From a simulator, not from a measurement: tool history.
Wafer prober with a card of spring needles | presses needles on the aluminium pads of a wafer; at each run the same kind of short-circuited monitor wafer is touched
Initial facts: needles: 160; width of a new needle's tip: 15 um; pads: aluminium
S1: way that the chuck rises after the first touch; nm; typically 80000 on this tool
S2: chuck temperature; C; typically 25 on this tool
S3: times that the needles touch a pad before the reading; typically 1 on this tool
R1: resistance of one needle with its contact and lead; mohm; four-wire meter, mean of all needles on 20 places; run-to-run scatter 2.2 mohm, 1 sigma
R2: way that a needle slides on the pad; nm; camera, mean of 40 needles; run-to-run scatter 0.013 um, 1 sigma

| run | hour | S1 | S2 | S3 | R1 | R2 |
|---|---|---|---|---|---|---|
| 1 | 0.0 | 80000 | 25 | 1 | 270 | 13050 |
| 2 | 8.8 | 80000 | 25 | 2 | 263 | 13010 |
|  | 12.3 | tips cleaned on abrasive film |
| 3 | 15.2 | 80000 | 25 | 2 | 269 | 13020 |
| 4 | 22.0 | 80000 | 25 | 2 | 268 | 13010 |
| 5 | 28.2 | 69000 | 25 | 1 | 292 | 11200 |
|  | 33.9 | tips cleaned on abrasive film |
| 6 | 39.9 | 69000 | 25 | 1 | 270 | 11170 |
| 7 | 49.8 | 69000 | 25 | 1 | 287 | 11200 |
|  | 52.4 | tips cleaned on abrasive film, once more |
| 8 | 64.0 | 69000 | 25 | 1 | 283 | 11170 |
|  | 74.2 | tips cleaned on abrasive film |
| 9 | 76.5 | 69000 | 25 | 1 | 263 | 11150 |
| 10 | 89.6 | 80000 | 25 | 1 | 272 | 12970 |
|  | 95.4 | tips cleaned on abrasive film |
|  | 95.7 | height of the first contact set anew |
| 11 | 103.0 | 80000 | 25 | 1 | 267 | 13070 |
|  | 117.2 | tips cleaned on abrasive film |
| 12 | 117.2 | 80000 | 25 | 2 | 245 | 13080 |
| 13 | 132.3 | 81000 | 25 | 1 | 274 | 13210 |
|  | 139.4 | tips cleaned on abrasive film |
| 14 | 144.2 | 80000 | 25 | 1 | 263 | 13060 |
| 15 | 158.8 | 80000 | 25 | 1 | 274 | 13020 |
|  | 161.2 | tips cleaned on abrasive film |
| 16 | 174.2 | 80000 | 25 | 1 | 276 | 13030 |
|  | 182.7 | tips cleaned on abrasive film |
| 17 | 184.2 | 80000 | 25 | 1 | 256 | 13020 |
| 18 | 192.6 | 80000 | 25 | 1 | 271 | 13050 |
| 19 | 201.9 | 80000 | 84 | 2 | 278 | 13020 |
|  | 203.8 | tips cleaned on abrasive film |
| 20 | 214.8 | 90000 | 26 | 2 | 256 | 14650 |

Estimate the outcome of run 21 from the log above:
|  | 225.0 | tips cleaned on abrasive film |
| 21 | 227.3 | 92000 | 64 | 2 | ? | ? |

R1: 262 mohm
R2: 14950 nm
If the tool had no hidden condition, the same run with the same run-to-run variation would have returned R1 257 mohm, R2 15030 nm.
